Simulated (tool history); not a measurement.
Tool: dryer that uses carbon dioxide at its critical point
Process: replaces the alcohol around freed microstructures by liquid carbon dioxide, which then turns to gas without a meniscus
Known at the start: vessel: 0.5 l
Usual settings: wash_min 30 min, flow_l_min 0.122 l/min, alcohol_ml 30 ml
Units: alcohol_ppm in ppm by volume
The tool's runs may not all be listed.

| run | hour | wash_min | flow_l_min | alcohol_ml | alcohol_ppm |
|---|---|---|---|---|---|
| 1 | 0 | 30 | 0.122 | 30 | 387 |
| 2 | 20.9 | 30 | 0.122 | 30 | 384 |
| 3 | 35.6 | 30 | 0.122 | 40 | 501 |
| 4 | 50.4 | 30 | 0.122 | 40 | 492 |
| 5 | 70 | 30 | 0.122 | 40 | 519 |
| 6 | 84.1 | 30 | 0.122 | 40 | 529 |
| 7 | 106.3 | 33 | 0.122 | 30 | 265 |
| 8 | 129.3 | 33 | 0.122 | 30 | 270 |
| 9 | 145 | 30 | 0.103 | 28 | 869 |
| 10 | 156.8 | 30 | 0.103 | 28 | 858 |
| 11 | 171.3 | 38 | 0.122 | 30 | 156 |

Forecast each of these 5 alternatives for the next run:
| A | 189.9 | 38 | 0.122 | 22 | ? |
| B | 189.9 | 34 | 0.123 | 47 | ? |
| C | 189.9 | 21 | 0.113 | 30 | ? |
| D | 189.9 | 37 | 0.181 | 63 | ? |
| E | 189.9 | 37 | 0.202 | 30 | ? |

| run | alcohol_ppm |
|---|---|
| A | 121 |
| B | 352 |
| C | 2351 |
| D | 60 |
| E | 50 |
Without the tool's hidden state the same runs would have given:
| run | alcohol_ppm |
|---|---|
| A | 56 |
| B | 236 |
| C | 1980 |
| D | 11 |
| E | 4 |

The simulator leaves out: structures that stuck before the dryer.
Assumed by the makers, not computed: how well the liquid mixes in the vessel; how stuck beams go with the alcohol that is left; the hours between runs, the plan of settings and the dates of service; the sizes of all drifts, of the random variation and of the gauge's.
